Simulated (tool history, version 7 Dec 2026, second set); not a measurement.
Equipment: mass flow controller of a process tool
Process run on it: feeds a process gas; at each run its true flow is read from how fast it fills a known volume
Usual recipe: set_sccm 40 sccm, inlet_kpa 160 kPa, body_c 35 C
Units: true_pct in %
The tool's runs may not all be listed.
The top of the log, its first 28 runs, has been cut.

run      day  set_sccm  inlet_kpa  body_c  hours of work since the controller was set to zero  hours of work since the controller was changed  true_pct
     318.492  -- controller exchanged for a calibrated one
 29  327.846        59        201      35                                                 168                                             168    100.46
 30  342.404        15        160      22                                                 430                                             430     98.12
 31  352.971        40        160      33                                                 620                                             620     99.86
 32  365.971        63        156      38                                                 853                                             853    101.18
 33  373.975        24        156      38                                                 997                                             997    100.15
 34  387.208        40        160      26                                                1235                                            1235     99.14
 35  395.812        40        160      26                                                1390                                            1390     99.35
 36  407.129        40        160      26                                                1593                                            1593     99.37
 37  416.154        40        160      26                                                1755                                            1755     99.28
 38  423.488        40        171      22                                                1887                                            1887     98.88
 39  435.667        40        241      27                                                2106                                            2106     99.13
     448.567  -- gauge calibrated
 40  450.483        40        241      27                                                2372                                            2372     98.40
 41  463.700        97        273      28                                                2610                                            2610     99.95
 42  473.004        40        187      29                                                2777                                            2777     98.92
 43  484.596        26        269      35                                                2985                                            2985     98.89
 44  498.538        26        269      35                                                3236                                            3236     98.73
 45  511.883        16        142      35                                                3476                                            3476     99.20

Alternative continuations, all from the tool just after run 45; predict every row:
  A  519.292        40        238      35                                                3609                                            3609         ?
  B  519.292        16        142      26                                                3609                                            3609         ?
  C  519.292        86        142      35                                                3609                                            3609         ?

run  true_pct
  A     99.36
  B     98.21
  C    101.05
With no hidden state in the tool, these same runs would have given:
run  true_pct
  A     99.26
  B     98.10
  C    100.94
